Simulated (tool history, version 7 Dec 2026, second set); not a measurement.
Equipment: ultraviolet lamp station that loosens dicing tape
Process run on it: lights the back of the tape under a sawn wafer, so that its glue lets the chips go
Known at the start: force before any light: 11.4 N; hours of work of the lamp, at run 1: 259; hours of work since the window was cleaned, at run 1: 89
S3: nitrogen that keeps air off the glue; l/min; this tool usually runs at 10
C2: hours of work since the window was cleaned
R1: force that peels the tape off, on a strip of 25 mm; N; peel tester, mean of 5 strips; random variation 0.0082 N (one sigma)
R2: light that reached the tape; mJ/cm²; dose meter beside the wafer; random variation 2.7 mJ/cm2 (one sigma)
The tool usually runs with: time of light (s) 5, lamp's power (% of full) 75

{"run": 1, "hour": 0.0, "time of light (s)": 5, "lamp's power (% of full)": 75, "S3": 10, "hours of work of the lamp": 259, "C2": 89, "R1": 0.329, "R2": 371}
{"run": 2, "hour": 8.8, "time of light (s)": 5, "lamp's power (% of full)": 70, "S3": 10, "hours of work of the lamp": 263, "C2": 94, "R1": 0.38, "R2": 348}
{"run": 3, "hour": 16.3, "time of light (s)": 5, "lamp's power (% of full)": 61, "S3": 10, "hours of work of the lamp": 267, "C2": 98, "R1": 0.589, "R2": 300}
{"run": 4, "hour": 29.4, "time of light (s)": 5, "lamp's power (% of full)": 61, "S3": 10, "hours of work of the lamp": 274, "C2": 104, "R1": 0.571, "R2": 300}
{"run": 5, "hour": 37.7, "time of light (s)": 5, "lamp's power (% of full)": 61, "S3": 10, "hours of work of the lamp": 278, "C2": 108, "R1": 0.601, "R2": 300}
{"run": 6, "hour": 48.9, "time of light (s)": 5, "lamp's power (% of full)": 75, "S3": 10, "hours of work of the lamp": 284, "C2": 114, "R1": 0.331, "R2": 373}
{"run": 7, "hour": 59.3, "time of light (s)": 5, "lamp's power (% of full)": 75, "S3": 20, "hours of work of the lamp": 289, "C2": 119, "R1": 0.184, "R2": 378}
{"run": 8, "hour": 67.4, "time of light (s)": 5, "lamp's power (% of full)": 75, "S3": 20, "hours of work of the lamp": 293, "C2": 123, "R1": 0.179, "R2": 374}
{"run": 9, "hour": 80.3, "time of light (s)": 5, "lamp's power (% of full)": 98, "S3": 10, "hours of work of the lamp": 299, "C2": 130, "R1": 0.168, "R2": 482}
{"run": 10, "hour": 88.1, "time of light (s)": 5, "lamp's power (% of full)": 87, "S3": 10, "hours of work of the lamp": 303, "C2": 134, "R1": 0.221, "R2": 430}
{"run": 11, "hour": 94.1, "time of light (s)": 5, "lamp's power (% of full)": 75, "S3": 10, "hours of work of the lamp": 306, "C2": 137, "R1": 0.329, "R2": 373}
{"run": 12, "hour": 106.7, "time of light (s)": 5, "lamp's power (% of full)": 77, "S3": 10, "hours of work of the lamp": 313, "C2": 143, "R1": 0.31, "R2": 379}
{"run": 13, "hour": 118.0, "time of light (s)": 5, "lamp's power (% of full)": 77, "S3": 10, "hours of work of the lamp": 319, "C2": 149, "R1": 0.302, "R2": 387}
{"run": 14, "hour": 124.9, "time of light (s)": 3, "lamp's power (% of full)": 75, "S3": 10, "hours of work of the lamp": 322, "C2": 152, "R1": 1.182, "R2": 221}
{"run": 15, "hour": 137.1, "time of light (s)": 5, "lamp's power (% of full)": 75, "S3": 10, "hours of work of the lamp": 328, "C2": 159, "R1": 0.325, "R2": 372}
{"run": 16, "hour": 149.2, "time of light (s)": 5, "lamp's power (% of full)": 75, "S3": 10, "hours of work of the lamp": 334, "C2": 165, "R1": 0.327, "R2": 374}
{"run": 17, "hour": 155.4, "time of light (s)": 5, "lamp's power (% of full)": 75, "S3": 10, "hours of work of the lamp": 337, "C2": 168, "R1": 0.338, "R2": 370}
{"run": 18, "hour": 162.0, "time of light (s)": 5, "lamp's power (% of full)": 75, "S3": 5, "hours of work of the lamp": 341, "C2": 171, "R1": 0.692, "R2": 372}
{"run": 19, "hour": 171.5, "time of light (s)": 5, "lamp's power (% of full)": 75, "S3": 11, "hours of work of the lamp": 346, "C2": 176, "R1": 0.301, "R2": 377}
{"run": 20, "hour": 183.0, "time of light (s)": 5, "lamp's power (% of full)": 75, "S3": 10, "hours of work of the lamp": 351, "C2": 182, "R1": 0.327, "R2": 372}
{"run": 21, "hour": 192.0, "time of light (s)": 5, "lamp's power (% of full)": 75, "S3": 10, "hours of work of the lamp": 356, "C2": 186, "R1": 0.33, "R2": 369}
{"run": 22, "hour": 204.9, "time of light (s)": 5, "lamp's power (% of full)": 75, "S3": 10, "hours of work of the lamp": 363, "C2": 193, "R1": 0.327, "R2": 374}
{"run": 23, "hour": 215.0, "time of light (s)": 5, "lamp's power (% of full)": 96, "S3": 6, "hours of work of the lamp": 368, "C2": 198, "R1": 0.28, "R2": 471}
{"run": 24, "hour": 228.0, "time of light (s)": 5, "lamp's power (% of full)": 96, "S3": 6, "hours of work of the lamp": 374, "C2": 205, "R1": 0.27, "R2": 470}
{"run": 25, "hour": 235.4, "time of light (s)": 5, "lamp's power (% of full)": 77, "S3": 10, "hours of work of the lamp": 378, "C2": 208, "R1": 0.306, "R2": 379}
{"run": 26, "hour": 249.0, "time of light (s)": 5, "lamp's power (% of full)": 77, "S3": 10, "hours of work of the lamp": 385, "C2": 215, "R1": 0.303, "R2": 382}
{"run": 27, "hour": 262.2, "time of light (s)": 5, "lamp's power (% of full)": 77, "S3": 10, "hours of work of the lamp": 392, "C2": 222, "R1": 0.304, "R2": 380}
{"run": 28, "hour": 271.4, "time of light (s)": 4, "lamp's power (% of full)": 62, "S3": 3, "hours of work of the lamp": 396, "C2": 227, "R1": 2.383, "R2": 243}
{"run": 29, "hour": 279.2, "time of light (s)": 4, "lamp's power (% of full)": 62, "S3": 3, "hours of work of the lamp": 400, "C2": 231, "R1": 2.432, "R2": 247}
{"run": 30, "hour": 292.3, "time of light (s)": 4, "lamp's power (% of full)": 97, "S3": 15, "hours of work of the lamp": 407, "C2": 237, "R1": 0.198, "R2": 384}
{"run": 31, "hour": 301.1, "time of light (s)": 8, "lamp's power (% of full)": 86, "S3": 4, "hours of work of the lamp": 411, "C2": 242, "R1": 0.173, "R2": 684}
{"run": 32, "hour": 307.9, "time of light (s)": 8, "lamp's power (% of full)": 86, "S3": 4, "hours of work of the lamp": 415, "C2": 245, "R1": 0.164, "R2": 689}
{"run": 33, "hour": 320.5, "time of light (s)": 8, "lamp's power (% of full)": 86, "S3": 4, "hours of work of the lamp": 421, "C2": 252, "R1": 0.171, "R2": 679}
{"hour": 327.5, "done": "window cleaned of glue's vapour"}
{"run": 34, "hour": 328.5, "time of light (s)": 6, "lamp's power (% of full)": 70, "S3": 13, "hours of work of the lamp": 425, "C2": 1, "R1": 0.184, "R2": 418}
{"run": 35, "hour": 338.0, "time of light (s)": 6, "lamp's power (% of full)": 69, "S3": 8, "hours of work of the lamp": 430, "C2": 5, "R1": 0.316, "R2": 415}
{"run": 36, "hour": 348.9, "time of light (s)": 6, "lamp's power (% of full)": 69, "S3": 8, "hours of work of the lamp": 435, "C2": 11, "R1": 0.331, "R2": 406}
{"run": 37, "hour": 358.6, "time of light (s)": 4, "lamp's power (% of full)": 65, "S3": 18, "hours of work of the lamp": 440, "C2": 16, "R1": 0.522, "R2": 258}
{"run": 38, "hour": 371.5, "time of light (s)": 3, "lamp's power (% of full)": 66, "S3": 7, "hours of work of the lamp": 447, "C2": 22, "R1": 1.981, "R2": 193}
{"run": 39, "hour": 383.2, "time of light (s)": 3, "lamp's power (% of full)": 66, "S3": 7, "hours of work of the lamp": 453, "C2": 28, "R1": 1.969, "R2": 198}
{"run": 40, "hour": 390.8, "time of light (s)": 3, "lamp's power (% of full)": 66, "S3": 7, "hours of work of the lamp": 456, "C2": 32, "R1": 2.027, "R2": 197}
{"run": 41, "hour": 402.1, "time of light (s)": 3, "lamp's power (% of full)": 66, "S3": 7, "hours of work of the lamp": 462, "C2": 38, "R1": 2.043, "R2": 193}
{"run": 42, "hour": 414.3, "time of light (s)": 3, "lamp's power (% of full)": 67, "S3": 13, "hours of work of the lamp": 468, "C2": 44, "R1": 1.248, "R2": 198}

Here are 4 independent what-if runs from the current tool condition. What would each one return?
{"run": "A", "hour": 421.2, "time of light (s)": 6, "lamp's power (% of full)": 81, "S3": 16, "hours of work of the lamp": 472, "C2": 47, "R1": "?", "R2": "?"}
{"run": "B", "hour": 421.2, "time of light (s)": 2, "lamp's power (% of full)": 76, "S3": 7, "hours of work of the lamp": 472, "C2": 47, "R1": "?", "R2": "?"}
{"run": "C", "hour": 421.2, "time of light (s)": 3, "lamp's power (% of full)": 64, "S3": 15, "hours of work of the lamp": 472, "C2": 47, "R1": "?", "R2": "?"}
{"run": "D", "hour": 421.2, "time of light (s)": 3, "lamp's power (% of full)": 73, "S3": 5, "hours of work of the lamp": 472, "C2": 47, "R1": "?", "R2": "?"}

run=A R1=0.109 R2=481
run=B R1=3.051 R2=149
run=C R1=1.283 R2=195
run=D R1=2.084 R2=217
Without the tool's hidden state the same runs would have given:
run=A R1=0.109 R2=482
run=B R1=3.046 R2=150
run=C R1=1.28 R2=195
run=D R1=2.08 R2=217

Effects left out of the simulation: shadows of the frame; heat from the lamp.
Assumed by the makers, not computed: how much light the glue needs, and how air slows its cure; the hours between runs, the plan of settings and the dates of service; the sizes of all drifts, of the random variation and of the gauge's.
